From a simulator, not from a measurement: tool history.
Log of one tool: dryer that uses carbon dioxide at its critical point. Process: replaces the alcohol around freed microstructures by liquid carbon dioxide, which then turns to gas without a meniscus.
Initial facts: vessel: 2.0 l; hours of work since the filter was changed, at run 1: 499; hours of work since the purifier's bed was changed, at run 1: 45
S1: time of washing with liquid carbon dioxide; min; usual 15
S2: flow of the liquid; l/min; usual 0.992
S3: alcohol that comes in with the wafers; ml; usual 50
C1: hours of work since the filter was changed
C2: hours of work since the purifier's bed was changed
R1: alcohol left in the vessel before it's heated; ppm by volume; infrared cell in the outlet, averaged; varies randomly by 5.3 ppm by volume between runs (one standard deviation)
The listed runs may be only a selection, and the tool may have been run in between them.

{"run": 1, "hour": 0.0, "S1": 15, "S2": 0.992, "S3": 50, "C1": 499, "C2": 45, "R1": 224}
{"run": 2, "hour": 12.7, "S1": 15, "S2": 0.992, "S3": 50, "C1": 504, "C2": 50, "R1": 228}
{"run": 3, "hour": 20.0, "S1": 15, "S2": 0.992, "S3": 91, "C1": 507, "C2": 53, "R1": 382}
{"run": 4, "hour": 28.0, "S1": 15, "S2": 0.992, "S3": 91, "C1": 510, "C2": 57, "R1": 399}
{"run": 5, "hour": 40.2, "S1": 15, "S2": 0.992, "S3": 91, "C1": 516, "C2": 62, "R1": 405}
{"run": 6, "hour": 52.1, "S1": 15, "S2": 0.992, "S3": 91, "C1": 521, "C2": 67, "R1": 400}
{"run": 7, "hour": 57.6, "S1": 15, "S2": 0.992, "S3": 91, "C1": 523, "C2": 69, "R1": 396}
{"run": 8, "hour": 66.1, "S1": 15, "S2": 0.992, "S3": 48, "C1": 527, "C2": 73, "R1": 215}
{"run": 9, "hour": 76.3, "S1": 15, "S2": 0.992, "S3": 50, "C1": 531, "C2": 77, "R1": 236}
{"run": 10, "hour": 87.3, "S1": 15, "S2": 0.992, "S3": 52, "C1": 535, "C2": 81, "R1": 239}
{"run": 11, "hour": 94.9, "S1": 15, "S2": 0.992, "S3": 50, "C1": 539, "C2": 85, "R1": 242}
{"run": 12, "hour": 108.8, "S1": 15, "S2": 0.733, "S3": 50, "C1": 544, "C2": 90, "R1": 788}
{"run": 13, "hour": 115.7, "S1": 15, "S2": 0.733, "S3": 50, "C1": 547, "C2": 93, "R1": 804}
{"run": 14, "hour": 124.4, "S1": 15, "S2": 0.733, "S3": 50, "C1": 551, "C2": 97, "R1": 804}
{"run": 15, "hour": 134.3, "S1": 15, "S2": 0.733, "S3": 50, "C1": 555, "C2": 101, "R1": 820}
{"run": 16, "hour": 141.9, "S1": 15, "S2": 0.992, "S3": 50, "C1": 558, "C2": 104, "R1": 236}
{"run": 17, "hour": 147.8, "S1": 15, "S2": 0.992, "S3": 50, "C1": 561, "C2": 107, "R1": 246}
{"run": 18, "hour": 154.2, "S1": 15, "S2": 1.477, "S3": 50, "C1": 564, "C2": 110, "R1": 50}
{"run": 19, "hour": 159.9, "S1": 15, "S2": 1.477, "S3": 50, "C1": 566, "C2": 112, "R1": 51}
{"run": 20, "hour": 169.6, "S1": 15, "S2": 1.477, "S3": 50, "C1": 570, "C2": 116, "R1": 57}
{"run": 21, "hour": 179.6, "S1": 15, "S2": 1.477, "S3": 50, "C1": 574, "C2": 120, "R1": 46}
{"run": 22, "hour": 190.6, "S1": 10, "S2": 0.992, "S3": 50, "C1": 579, "C2": 125, "R1": 1119}
{"run": 23, "hour": 200.8, "S1": 10, "S2": 0.992, "S3": 50, "C1": 583, "C2": 129, "R1": 1107}
{"run": 24, "hour": 212.6, "S1": 15, "S2": 1.625, "S3": 74, "C1": 588, "C2": 134, "R1": 48}
{"run": 25, "hour": 220.0, "S1": 10, "S2": 0.992, "S3": 50, "C1": 591, "C2": 137, "R1": 1140}
{"hour": 228.7, "done": "inlet filter changed"}
{"run": 26, "hour": 230.6, "S1": 15, "S2": 1.093, "S3": 105, "C1": 1, "C2": 141, "R1": 177}
{"run": 27, "hour": 243.8, "S1": 15, "S2": 0.992, "S3": 92, "C1": 6, "C2": 147, "R1": 249}
{"run": 28, "hour": 251.1, "S1": 15, "S2": 0.992, "S3": 92, "C1": 9, "C2": 150, "R1": 253}
{"run": 29, "hour": 258.3, "S1": 12, "S2": 0.815, "S3": 64, "C1": 12, "C2": 153, "R1": 965}
{"run": 30, "hour": 263.9, "S1": 12, "S2": 0.815, "S3": 64, "C1": 15, "C2": 155, "R1": 989}
{"run": 31, "hour": 270.4, "S1": 12, "S2": 0.815, "S3": 64, "C1": 18, "C2": 158, "R1": 976}
{"run": 32, "hour": 280.9, "S1": 15, "S2": 1.044, "S3": 50, "C1": 22, "C2": 162, "R1": 134}
{"run": 33, "hour": 292.0, "S1": 15, "S2": 0.992, "S3": 60, "C1": 27, "C2": 167, "R1": 181}
{"run": 34, "hour": 299.1, "S1": 15, "S2": 0.671, "S3": 81, "C1": 30, "C2": 170, "R1": 1167}
{"run": 35, "hour": 309.5, "S1": 10, "S2": 0.671, "S3": 51, "C1": 34, "C2": 174, "R1": 2390}
{"run": 36, "hour": 316.7, "S1": 10, "S2": 0.671, "S3": 51, "C1": 37, "C2": 178, "R1": 2421}
{"run": 37, "hour": 327.0, "S1": 10, "S2": 0.671, "S3": 51, "C1": 41, "C2": 182, "R1": 2422}
{"run": 38, "hour": 332.6, "S1": 12, "S2": 1.501, "S3": 50, "C1": 44, "C2": 184, "R1": 78}
{"run": 39, "hour": 345.7, "S1": 12, "S2": 1.501, "S3": 50, "C1": 49, "C2": 190, "R1": 87}

Pick out some run-to-run changes in R1. Of each, how much would a tool without hidden state show as well, from the settings, what came in and chance, and how much is left for the hidden state and any gauge scatter not in both results compared?
Unlogged tool condition in this case: flow that reaches the vessel past the clogged filter, %; alcohol in the recycled carbon dioxide, ppm; drift of the gauge itself on alcohol_ppm, %.
Run 23 -> 24: S1 10 -> 15, S2 0.992 -> 1.625, S3 50 -> 74. R1 -1059 ppm by volume: hidden state -389, all else -670.
Run 24 -> 25: S1 15 -> 10, S2 1.625 -> 0.992, S3 74 -> 50. R1 +1092 ppm by volume: hidden state +406, all else +686.
Run 25 -> 26: S1 10 -> 15, S2 0.992 -> 1.093, S3 50 -> 105, inlet filter changed. R1 -963 ppm by volume: hidden state -413, all else -550.
Run 34 -> 35: S1 15 -> 10, S3 81 -> 51. R1 +1223 ppm by volume: hidden state +16, all else +1207.
Run 37 -> 38: S1 10 -> 12, S2 0.671 -> 1.501, S3 51 -> 50. R1 -2344 ppm by volume: hidden state -52, all else -2292.
